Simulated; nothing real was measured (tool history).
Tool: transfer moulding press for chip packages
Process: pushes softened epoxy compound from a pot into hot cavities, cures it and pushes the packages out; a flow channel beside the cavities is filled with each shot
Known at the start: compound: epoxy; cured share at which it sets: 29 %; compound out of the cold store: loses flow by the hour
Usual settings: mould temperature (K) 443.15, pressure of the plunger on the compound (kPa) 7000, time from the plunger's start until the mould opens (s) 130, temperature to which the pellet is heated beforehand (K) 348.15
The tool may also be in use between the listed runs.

run     day  mould temperature (K)  pressure of the plunger on the compound (kPa)  time from the plunger's start until the mould opens (s)  temperature to which the pellet is heated beforehand (K)  incoming compound's hours out of the cold store  length that the compound runs in the flow channel (mm)  greatest force on the pins that push the packages out (N)
  1   0.000                 443.15                                           7000                                                      130                                                    348.15                                             10.2                                                     907                                                        726
  2   0.946                 443.15                                           7000                                                      130                                                    348.15                                             23.7                                                     841                                                        786
      1.858  -- cavities cleaned with cleaning compound and waxed
  3   2.117                 443.15                                           7000                                                      130                                                    348.15                                             24.1                                                     832                                                        844
  4   3.383                 443.15                                           7000                                                      130                                                    348.15                                             34.9                                                     788                                                        810
      4.904  -- cavities cleaned with cleaning compound and waxed, once more
  5   4.996                 443.15                                           7000                                                      140                                                    348.15                                             32.2                                                     798                                                        424
  6   6.275                 443.15                                           7000                                                      130                                                    348.15                                             46.3                                                     743                                                        588
  7   7.054                 443.15                                           7000                                                      130                                                    348.15                                             28.3                                                     811                                                        639
  8   7.871                 443.15                                           7000                                                      130                                                    348.15                                             45.1                                                     748                                                        715
  9   9.258                 443.15                                           7000                                                      130                                                    348.15                                             23.4                                                     830                                                        728
 10  10.462                 443.15                                           7000                                                      130                                                    348.15                                             31.6                                                     798                                                        758
     11.200  -- cavities cleaned with cleaning compound and waxed
 11  12.079                 449.15                                           7000                                                      130                                                    342.15                                             37.5                                                     741                                                        477
 12  13.450                 449.15                                           7000                                                      130                                                    342.15                                             32.8                                                     763                                                        613
 13  14.288                 443.15                                           7000                                                      145                                                    341.15                                             16.6                                                     849                                                        647
 14  15.067                 443.15                                           6310                                                      130                                                    350.15                                             42.7                                                     704                                                        700
 15  16.200                 437.15                                           7840                                                      137                                                    348.15                                             10.2                                                     966                                                        991
 16  16.929                 437.15                                           7840                                                      137                                                    348.15                                             11.5                                                     963                                                        997
     17.471  -- cavities cleaned with cleaning compound and waxed
 17  17.683                 441.15                                           6780                                                      130                                                    346.15                                              9.8                                                     877                                                        502
 18  18.796                 443.15                                           7000                                                      112                                                    349.15                                             28.5                                                     792                                                        684
 19  20.292                 443.15                                           7000                                                      130                                                    356.15                                             31.8                                                     778                                                        658
 20  21.367                 445.15                                           7000                                                      130                                                    352.15                                             33.4                                                     757                                                        674

5 ways to go on from here, each from the tool as it stands after run 20. What would each give?
  A  22.142                 445.15                                           5330                                                      130                                                    352.15                                             32.2                                                       ?                                                          ?
  B  22.142                 443.15                                           5330                                                      130                                                    348.15                                             42.9                                                       ?                                                          ?
  C  22.142                 445.15                                           6990                                                      115                                                    356.15                                             44.4                                                       ?                                                          ?
  D  22.142                 445.15                                           7000                                                      124                                                    354.15                                             17.5                                                       ?                                                          ?
  E  22.142                 445.15                                           5710                                                      143                                                    352.15                                             31.7                                                       ?                                                          ?

run  length that the compound runs in the flow channel (mm)  greatest force on the pins that push the packages out (N)
  A                                                     670                                                        689
  B                                                     641                                                        733
  C                                                     715                                                        739
  D                                                     828                                                        732
  E                                                     694                                                        670
Without the tool's hidden state the same runs would have given:
run  length that the compound runs in the flow channel (mm)  greatest force on the pins that push the packages out (N)
  A                                                     698                                                        390
  B                                                     669                                                        414
  C                                                     746                                                        418
  D                                                     863                                                        414
  E                                                     724                                                        375

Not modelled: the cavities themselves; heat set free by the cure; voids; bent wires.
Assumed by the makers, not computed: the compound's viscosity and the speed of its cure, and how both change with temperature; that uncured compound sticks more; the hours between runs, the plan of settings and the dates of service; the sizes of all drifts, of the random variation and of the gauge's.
